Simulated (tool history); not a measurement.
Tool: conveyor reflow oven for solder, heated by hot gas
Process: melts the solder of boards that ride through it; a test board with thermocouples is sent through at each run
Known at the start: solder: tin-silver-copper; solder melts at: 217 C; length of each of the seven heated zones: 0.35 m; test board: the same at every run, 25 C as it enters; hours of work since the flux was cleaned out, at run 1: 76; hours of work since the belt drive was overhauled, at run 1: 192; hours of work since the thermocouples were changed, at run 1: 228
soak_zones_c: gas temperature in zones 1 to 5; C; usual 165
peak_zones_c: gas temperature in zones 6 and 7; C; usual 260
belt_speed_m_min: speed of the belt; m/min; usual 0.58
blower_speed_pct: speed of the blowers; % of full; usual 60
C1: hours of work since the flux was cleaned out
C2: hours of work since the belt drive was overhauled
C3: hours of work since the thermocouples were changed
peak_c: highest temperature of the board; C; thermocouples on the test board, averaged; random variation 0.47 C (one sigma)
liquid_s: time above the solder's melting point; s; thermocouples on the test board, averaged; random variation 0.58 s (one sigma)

run 1 day=0 | soak_zones_c=165 peak_zones_c=260 belt_speed_m_min=0.58 blower_speed_pct=60 | C1=76 C2=192 C3=228 | peak_c=247 liquid_s=47.9
run 2 day=0.629 | soak_zones_c=165 peak_zones_c=260 belt_speed_m_min=0.58 blower_speed_pct=60 | C1=86 C2=201 C3=237 | peak_c=247.6 liquid_s=48.3
run 3 day=2.05 | soak_zones_c=165 peak_zones_c=260 belt_speed_m_min=0.58 blower_speed_pct=60 | C1=107 C2=223 C3=259 | peak_c=247.2 liquid_s=48.7
run 4 day=2.879 | soak_zones_c=165 peak_zones_c=260 belt_speed_m_min=0.58 blower_speed_pct=60 | C1=120 C2=235 C3=272 | peak_c=247.3 liquid_s=48
run 5 day=3.671 | soak_zones_c=165 peak_zones_c=260 belt_speed_m_min=0.58 blower_speed_pct=60 | C1=132 C2=247 C3=284 | peak_c=248 liquid_s=49.9
run 6 day=5.108 | soak_zones_c=165 peak_zones_c=260 belt_speed_m_min=0.58 blower_speed_pct=60 | C1=154 C2=269 C3=305 | peak_c=247.3 liquid_s=48.8
run 7 day=6.112 | soak_zones_c=165 peak_zones_c=260 belt_speed_m_min=0.58 blower_speed_pct=51 | C1=169 C2=285 C3=321 | peak_c=243.6 liquid_s=44.8
run 8 day=7.446 | soak_zones_c=165 peak_zones_c=260 belt_speed_m_min=0.58 blower_speed_pct=51 | C1=189 C2=305 C3=341 | peak_c=243.9 liquid_s=46.3
-- day=7.775 flux residue cleaned out of gas plates and filters
run 9 day=8.521 | soak_zones_c=165 peak_zones_c=260 belt_speed_m_min=0.58 blower_speed_pct=60 | C1=11 C2=318 C3=354 | peak_c=246.9 liquid_s=48.4
run 10 day=9.467 | soak_zones_c=165 peak_zones_c=260 belt_speed_m_min=0.58 blower_speed_pct=86 | C1=26 C2=332 C3=369 | peak_c=252.8 liquid_s=55
-- day=10.112 flux residue cleaned out of gas plates and filters, once more
run 11 day=10.512 | soak_zones_c=165 peak_zones_c=260 belt_speed_m_min=0.498 blower_speed_pct=86 | C1=6 C2=345 C3=381 | peak_c=256.5 liquid_s=67
run 12 day=11.796 | soak_zones_c=165 peak_zones_c=260 belt_speed_m_min=0.498 blower_speed_pct=86 | C1=26 C2=365 C3=401 | peak_c=256.3 liquid_s=67.1
run 13 day=12.858 | soak_zones_c=165 peak_zones_c=260 belt_speed_m_min=0.498 blower_speed_pct=86 | C1=42 C2=381 C3=417 | peak_c=256.7 liquid_s=68
run 14 day=14.188 | soak_zones_c=174 peak_zones_c=258 belt_speed_m_min=0.589 blower_speed_pct=88 | C1=62 C2=401 C3=437 | peak_c=252 liquid_s=56.9
run 15 day=14.804 | soak_zones_c=165 peak_zones_c=260 belt_speed_m_min=0.58 blower_speed_pct=77 | C1=71 C2=410 C3=447 | peak_c=251.7 liquid_s=54.7
run 16 day=15.904 | soak_zones_c=165 peak_zones_c=259 belt_speed_m_min=0.58 blower_speed_pct=80 | C1=88 C2=427 C3=463 | peak_c=251.1 liquid_s=54.4
run 17 day=17.183 | soak_zones_c=164 peak_zones_c=260 belt_speed_m_min=0.632 blower_speed_pct=60 | C1=108 C2=447 C3=483 | peak_c=244.9 liquid_s=42.7
run 18 day=18.058 | soak_zones_c=164 peak_zones_c=260 belt_speed_m_min=0.632 blower_speed_pct=60 | C1=121 C2=460 C3=496 | peak_c=244.7 liquid_s=42.3
run 19 day=19.121 | soak_zones_c=155 peak_zones_c=266 belt_speed_m_min=0.669 blower_speed_pct=63 | C1=137 C2=476 C3=512 | peak_c=247.8 liquid_s=38.5
run 20 day=20.6 | soak_zones_c=174 peak_zones_c=266 belt_speed_m_min=0.525 blower_speed_pct=86 | C1=160 C2=499 C3=535 | peak_c=262.4 liquid_s=69.3
run 21 day=21.567 | soak_zones_c=174 peak_zones_c=266 belt_speed_m_min=0.511 blower_speed_pct=87 | C1=174 C2=513 C3=549 | peak_c=262.6 liquid_s=71.1
run 22 day=22.554 | soak_zones_c=168 peak_zones_c=253 belt_speed_m_min=0.58 blower_speed_pct=60 | C1=189 C2=528 C3=564 | peak_c=242.7 liquid_s=46
-- day=23.538 flux residue cleaned out of gas plates and filters
run 23 day=23.842 | soak_zones_c=160 peak_zones_c=270 belt_speed_m_min=0.526 blower_speed_pct=60 | C1=5 C2=545 C3=581 | peak_c=260.5 liquid_s=63.1
run 24 day=24.458 | soak_zones_c=160 peak_zones_c=270 belt_speed_m_min=0.526 blower_speed_pct=60 | C1=14 C2=554 C3=590 | peak_c=260.5 liquid_s=62.1
run 25 day=25.842 | soak_zones_c=165 peak_zones_c=257 belt_speed_m_min=0.543 blower_speed_pct=79 | C1=35 C2=575 C3=611 | peak_c=251.4 liquid_s=58.3
run 26 day=26.5 | soak_zones_c=165 peak_zones_c=257 belt_speed_m_min=0.543 blower_speed_pct=79 | C1=45 C2=585 C3=621 | peak_c=251.7 liquid_s=58.2

The same runs without the tool's hidden state, with the same run-to-run variation:
The hidden state here: heat that the gas passes to the board, % of a clean oven's; belt's true speed, % of the reading; true gas temperature in zones 6 and 7 over the reading, C; drift of the gauge itself on peak_c, C; drift of the gauge itself on liquid_s, %.
run=1 peak_c=246.5 liquid_s=47.2
run=2 peak_c=247 liquid_s=47.6
run=3 peak_c=246.5 liquid_s=48
run=4 peak_c=246.7 liquid_s=47.2
run=5 peak_c=247.3 liquid_s=49.1
run=6 peak_c=246.6 liquid_s=48
run=7 peak_c=242.8 liquid_s=43.8
run=8 peak_c=243.1 liquid_s=45.3
run=9 peak_c=246.3 liquid_s=47.7
run=10 peak_c=252.2 liquid_s=54.5
run=11 peak_c=255.2 liquid_s=65.5
run=12 peak_c=254.8 liquid_s=65.6
run=13 peak_c=255.3 liquid_s=66.4
run=14 peak_c=250.6 liquid_s=55.6
run=15 peak_c=250.1 liquid_s=53.2
run=16 peak_c=249.5 liquid_s=52.9
run=17 peak_c=243.4 liquid_s=41
run=18 peak_c=243.1 liquid_s=40.5
run=19 peak_c=246.2 liquid_s=37
run=20 peak_c=260.7 liquid_s=67.8
run=21 peak_c=260.9 liquid_s=69.5
run=22 peak_c=241 liquid_s=43.9
run=23 peak_c=258.1 liquid_s=60.8
run=24 peak_c=258.1 liquid_s=59.8
run=25 peak_c=249.1 liquid_s=55.9
run=26 peak_c=249.4 liquid_s=55.8

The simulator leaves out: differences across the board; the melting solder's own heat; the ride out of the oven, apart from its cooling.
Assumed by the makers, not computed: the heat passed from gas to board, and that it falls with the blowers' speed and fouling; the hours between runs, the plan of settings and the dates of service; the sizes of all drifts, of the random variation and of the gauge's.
